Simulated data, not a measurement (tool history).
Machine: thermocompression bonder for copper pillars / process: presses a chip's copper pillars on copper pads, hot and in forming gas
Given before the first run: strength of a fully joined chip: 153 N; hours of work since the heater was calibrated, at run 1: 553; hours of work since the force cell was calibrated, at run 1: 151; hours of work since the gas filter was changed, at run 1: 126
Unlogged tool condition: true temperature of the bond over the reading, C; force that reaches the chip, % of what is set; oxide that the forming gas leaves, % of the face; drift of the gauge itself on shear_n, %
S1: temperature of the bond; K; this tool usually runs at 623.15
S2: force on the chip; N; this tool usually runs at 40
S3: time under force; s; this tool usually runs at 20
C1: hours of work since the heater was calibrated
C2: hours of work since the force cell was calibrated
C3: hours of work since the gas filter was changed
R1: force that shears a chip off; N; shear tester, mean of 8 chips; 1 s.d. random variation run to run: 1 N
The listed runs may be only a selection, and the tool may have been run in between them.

run     day      S1  S2  S3   C1   C2   C3     R1
  1   0.000  623.15  40  20  553  151  126   78.9
  2   1.154  623.15  33  20  572  170  144   64.1
  3   1.883  628.15  40  20  583  181  156   79.9
  4   2.912  628.15  40  20  600  198  172   78.2
  5   3.562  628.15  40  20  610  208  183   76.9
  6   4.100  624.15  40  20  619  217  191   75.3
      4.362  -- forming gas filter changed
  7   4.679  626.15  40  20  628  226    5   85.7
  8   5.425  626.15  40  20  640  238   17   83.0
  9   6.004  623.15  26  20  649  247   26   53.6
 10   7.183  623.15  26  11  668  266   45   42.5
 11   7.762  623.15  26  11  678  275   55   41.9
 12   8.942  623.15  57  20  696  294   74  103.1
 13   9.892  639.15  57  20  712  310   89  111.6
 14  10.492  639.15  57  20  721  319   99  111.3
 15  11.454  623.15  33  20  737  335  114   64.0
 16  12.017  623.15  40  21  746  344  123   75.7
 17  12.558  623.15  40  21  755  353  132   76.4
 18  13.158  623.15  40  21  764  362  141   74.8
 19  13.883  623.15  40  12  776  374  153   62.9
 20  14.662  626.15  44  34  788  386  166   93.7
 21  15.608  626.15  44  34  804  402  181   92.4
 22  16.350  623.15  32  20  816  414  193   57.7
     16.471  -- forming gas filter changed
 23  17.625  632.15  34  11  836  434   19   60.0
     17.788  -- force cell calibrated
 24  18.425  632.15  55  11  848   10   30   90.8
 25  19.746  639.15  32  20  869   32   52   71.1
     20.467  -- heater calibrated with a thermocouple chip
     20.612  -- force cell calibrated, once more
 26  20.908  611.15  32  41    6    5   68   82.6
 27  21.504  611.15  32  41   16   14   78   80.6
 28  22.825  611.15  32  41   37   36   99   78.9
 29  23.692  611.15  32  41   51   50  113   78.0
 30  24.296  636.15  37  39   61   59  122  102.4
 31  25.542  620.15  32  20   81   79  142   65.0
 32  26.446  620.15  32  20   95   94  157   64.2
 33  27.125  620.15  32  20  106  105  168   63.1
 34  28.067  623.15  40  14  121  120  183   71.4
     28.850  -- forming gas filter changed
 35  29.025  623.15  40  14  136  135    3   79.0
 36  29.742  623.15  34  23  148  146   14   79.3
 37  31.067  623.15  34  21  169  168   36   73.9
 38  32.308  625.15  34  21  189  188   56   74.4

Each row is a separate what-if for the run after 38, all from the same tool condition, not one after another. Results?
  A  33.288  609.15  41  46  205  203  71   ?
  B  33.288  616.15  38  44  205  203  71   ?
  C  33.288  611.15  40  18  205  203  71   ?
  D  33.288  641.15  28  21  205  203  71   ?
  E  33.288  623.15  27  20  205  203  71   ?

run    R1
  A  96.8
  B  97.1
  C  72.5
  D  74.7
  E  57.2
With the hidden condition removed and each run's random variation left untouched, the same runs would have given:
run     R1
  A  104.7
  B  105.1
  C   79.2
  D   81.3
  E   62.7
